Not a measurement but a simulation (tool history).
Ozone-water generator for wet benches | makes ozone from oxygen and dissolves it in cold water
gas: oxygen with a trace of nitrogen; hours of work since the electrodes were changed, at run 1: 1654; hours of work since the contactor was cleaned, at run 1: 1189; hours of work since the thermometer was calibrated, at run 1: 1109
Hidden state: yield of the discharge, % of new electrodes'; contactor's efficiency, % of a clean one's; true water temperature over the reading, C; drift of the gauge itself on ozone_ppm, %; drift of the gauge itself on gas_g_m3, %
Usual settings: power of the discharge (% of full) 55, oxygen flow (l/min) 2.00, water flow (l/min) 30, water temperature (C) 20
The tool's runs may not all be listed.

run    hour  power of the discharge (% of full)  oxygen flow (l/min)  water flow (l/min)  water temperature (C)  hours of work since the electrodes were changed  hours of work since the contactor was cleaned  hours of work since the thermometer was calibrated  dissolved ozone (ppm)  ozone in the gas ahead of the water (g/m3)
  1     0.0                                  55                 2.00                  30                     20                                             1654                                           1189                                                1109                    8.0                                       186.3
  2    37.8                                  55                 2.00                  23                     20                                             1676                                           1212                                                1132                   10.6                                       185.7
  3    78.8                                  55                 2.00                  30                     24                                             1701                                           1237                                                1157                    7.8                                       185.6
  4   137.5                                  55                 2.00                  30                     20                                             1737                                           1272                                                1192                    8.1                                       183.8
  5   179.8                                  55                 2.00                  30                     20                                             1762                                           1298                                                1218                    8.1                                       182.8
  6   222.2                                  55                 2.00                  30                     20                                             1788                                           1323                                                1243                    8.2                                       185.3
  7   268.5                                  55                 2.00                  30                     20                                             1816                                           1351                                                1271                    8.0                                       183.3
  8   318.8                                  55                 3.00                  30                     20                                             1846                                           1382                                                1302                    8.6                                       143.6
  9   384.7                                  55                 3.00                  30                     19                                             1886                                           1421                                                1341                    8.7                                       143.7
 10   423.9                                  55                 3.00                  30                     17                                             1910                                           1445                                                1365                    8.7                                       142.1
 11   484.4                                  55                 2.00                  30                     26                                             1946                                           1482                                                1402                    7.8                                       184.5
 12   556.0                                  55                 2.00                  30                     20                                             1989                                           1525                                                1445                    8.0                                       183.0
 13   623.6                                  48                 2.00                  30                     20                                             2030                                           1566                                                1486                    7.2                                       165.2
 14   670.0                                  55                 2.00                  30                     20                                             2058                                           1594                                                1514                    7.9                                       182.8
 15   726.5                                  55                 2.00                  30                     20                                             2092                                           1628                                                1548                    8.0                                       182.2
 16   791.8                                  55                 2.00                  30                     20                                             2132                                           1667                                                1587                    8.0                                       183.4
 17   837.3                                  76                 3.14                  30                     28                                             2159                                           1695                                                1615                   10.3                                       176.5
 18   870.5                                  60                 1.42                  24                     23                                             2179                                           1715                                                1635                    9.8                                       240.1
 19   914.0                                  60                 1.42                  24                     23                                             2206                                           1741                                                1661                    9.8                                       241.6
 20   977.2                                  55                 2.00                  20                     16                                             2244                                           1779                                                1699                   12.1                                       182.5
 21  1030.2                                  55                 2.00                  20                     16                                             2276                                           1811                                                1731                   11.8                                       181.5
 22  1060.0                                  55                 2.00                  20                     16                                             2294                                           1829                                                1749                   11.9                                       182.4
 23  1092.4                                  55                 2.00                  20                     16                                             2313                                           1849                                                1769                   12.0                                       180.2
 24  1158.0                                  55                 2.00                  26                     25                                             2353                                           1888                                                1809                    8.8                                       182.5
 25  1189.1                                  55                 2.00                  26                     25                                             2372                                           1907                                                1827                    8.6                                       182.1
 26  1226.0                                  55                 2.39                  36                     20                                             2394                                           1930                                                1850                    6.8                                       161.6
 27  1282.5                                  55                 1.94                  31                     15                                             2428                                           1964                                                1884                    7.8                                       184.7
 28  1341.3                                  55                 1.94                  31                     15                                             2464                                           1999                                                1919                    7.8                                       185.2
 29  1371.1                                  70                 2.00                  20                     25                                             2482                                           2017                                                1937                   13.2                                       216.1
 30  1426.1                                  46                 1.51                  20                     14                                             2515                                           2050                                                1971                   10.0                                       188.3

4 ways to go on from here, each from the tool as it stands after run 30. What would each give?
  A  1493.4                                  46                 1.51                  21                     14                                             2556                                           2091                                                2011                      ?                                           ?
  B  1493.4                                  58                 1.14                  22                     20                                             2556                                           2091                                                2011                      ?                                           ?
  C  1493.4                                  49                 2.68                  30                     20                                             2556                                           2091                                                2011                      ?                                           ?
  D  1493.4                                  94                 2.00                  25                     16                                             2556                                           2091                                                2011                      ?                                           ?

run  dissolved ozone (ppm)  ozone in the gas ahead of the water (g/m3)
  A                    9.6                                       187.5
  B                    9.8                                       265.8
  C                    7.5                                       136.9
  D                   14.7                                       276.1
Without the tool's hidden state the same runs would have given:
run  dissolved ozone (ppm)  ozone in the gas ahead of the water (g/m3)
  A                   10.3                                       196.8
  B                   10.7                                       282.7
  C                    8.1                                       144.2
  D                   16.5                                       301.9

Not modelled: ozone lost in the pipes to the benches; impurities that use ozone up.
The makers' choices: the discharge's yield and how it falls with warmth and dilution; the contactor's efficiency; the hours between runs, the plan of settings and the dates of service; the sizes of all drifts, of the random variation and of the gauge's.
